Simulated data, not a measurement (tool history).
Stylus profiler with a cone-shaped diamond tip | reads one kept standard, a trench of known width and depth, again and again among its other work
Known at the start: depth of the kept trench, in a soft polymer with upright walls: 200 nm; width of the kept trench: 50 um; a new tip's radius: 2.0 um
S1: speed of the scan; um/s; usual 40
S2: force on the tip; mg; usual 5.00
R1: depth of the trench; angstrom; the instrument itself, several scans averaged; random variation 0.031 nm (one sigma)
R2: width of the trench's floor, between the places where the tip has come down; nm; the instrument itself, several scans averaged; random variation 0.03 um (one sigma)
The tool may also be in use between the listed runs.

{"run": 1, "hour": 0.0, "S1": 40, "S2": 5.0, "R1": 2038.3, "R2": 48100}
{"run": 2, "hour": 15.6, "S1": 40, "S2": 10.94, "R1": 2064.2, "R2": 48080}
{"run": 3, "hour": 41.8, "S1": 40, "S2": 10.94, "R1": 2064.4, "R2": 48070}
{"run": 4, "hour": 69.7, "S1": 40, "S2": 10.94, "R1": 2064.8, "R2": 48030}
{"run": 5, "hour": 94.2, "S1": 40, "S2": 10.94, "R1": 2064.8, "R2": 48020}
{"run": 6, "hour": 112.7, "S1": 40, "S2": 10.94, "R1": 2064.6, "R2": 48020}
{"run": 7, "hour": 134.8, "S1": 40, "S2": 10.94, "R1": 2064.5, "R2": 48070}
{"run": 8, "hour": 152.9, "S1": 40, "S2": 10.94, "R1": 2064.3, "R2": 47960}
{"run": 9, "hour": 164.4, "S1": 40, "S2": 10.94, "R1": 2064.7, "R2": 48050}
{"run": 10, "hour": 190.3, "S1": 40, "S2": 14.03, "R1": 2076.0, "R2": 47950}
{"run": 11, "hour": 207.4, "S1": 21, "S2": 14.03, "R1": 2075.8, "R2": 48030}
{"run": 12, "hour": 222.4, "S1": 21, "S2": 14.03, "R1": 2076.3, "R2": 48020}
{"run": 13, "hour": 242.7, "S1": 21, "S2": 14.03, "R1": 2076.6, "R2": 47960}
{"run": 14, "hour": 259.8, "S1": 12, "S2": 7.12, "R1": 2049.0, "R2": 47990}
{"run": 15, "hour": 277.4, "S1": 12, "S2": 7.12, "R1": 2048.4, "R2": 47990}
{"run": 16, "hour": 302.6, "S1": 12, "S2": 7.12, "R1": 2049.4, "R2": 47990}
{"run": 17, "hour": 330.7, "S1": 80, "S2": 8.44, "R1": 2054.7, "R2": 47850}
{"run": 18, "hour": 344.6, "S1": 80, "S2": 8.44, "R1": 2054.7, "R2": 47880}
{"run": 19, "hour": 363.7, "S1": 13, "S2": 13.11, "R1": 2073.1, "R2": 47930}
{"run": 20, "hour": 386.2, "S1": 28, "S2": 10.85, "R1": 2064.5, "R2": 47890}
{"run": 21, "hour": 405.4, "S1": 28, "S2": 10.85, "R1": 2065.2, "R2": 47900}
{"run": 22, "hour": 432.7, "S1": 28, "S2": 10.85, "R1": 2064.9, "R2": 47920}
{"run": 23, "hour": 460.8, "S1": 19, "S2": 2.49, "R1": 2025.3, "R2": 47910}
{"run": 24, "hour": 473.9, "S1": 10, "S2": 4.1, "R1": 2034.0, "R2": 47900}
{"run": 25, "hour": 492.2, "S1": 54, "S2": 4.25, "R1": 2035.5, "R2": 47850}
{"run": 26, "hour": 507.9, "S1": 137, "S2": 3.07, "R1": 2028.9, "R2": 47540}

Forecast each of these 5 alternatives for the next run:
{"run": "A", "hour": 524.1, "S1": 31, "S2": 2.84, "R1": "?", "R2": "?"}
{"run": "B", "hour": 524.1, "S1": 13, "S2": 5.1, "R1": "?", "R2": "?"}
{"run": "C", "hour": 524.1, "S1": 64, "S2": 4.76, "R1": "?", "R2": "?"}
{"run": "D", "hour": 524.1, "S1": 84, "S2": 3.23, "R1": "?", "R2": "?"}
{"run": "E", "hour": 524.1, "S1": 96, "S2": 3.7, "R1": "?", "R2": "?"}

run=A R1=2027.5 R2=47850
run=B R1=2040.0 R2=47900
run=C R1=2038.2 R2=47780
run=D R1=2029.1 R2=47670
run=E R1=2032.7 R2=47710
Without the tool's hidden state the same runs would have given:
run=A R1=2026.0 R2=48210
run=B R1=2038.5 R2=48260
run=C R1=2036.6 R2=48140
run=D R1=2027.6 R2=48030
run=E R1=2031.2 R2=48070
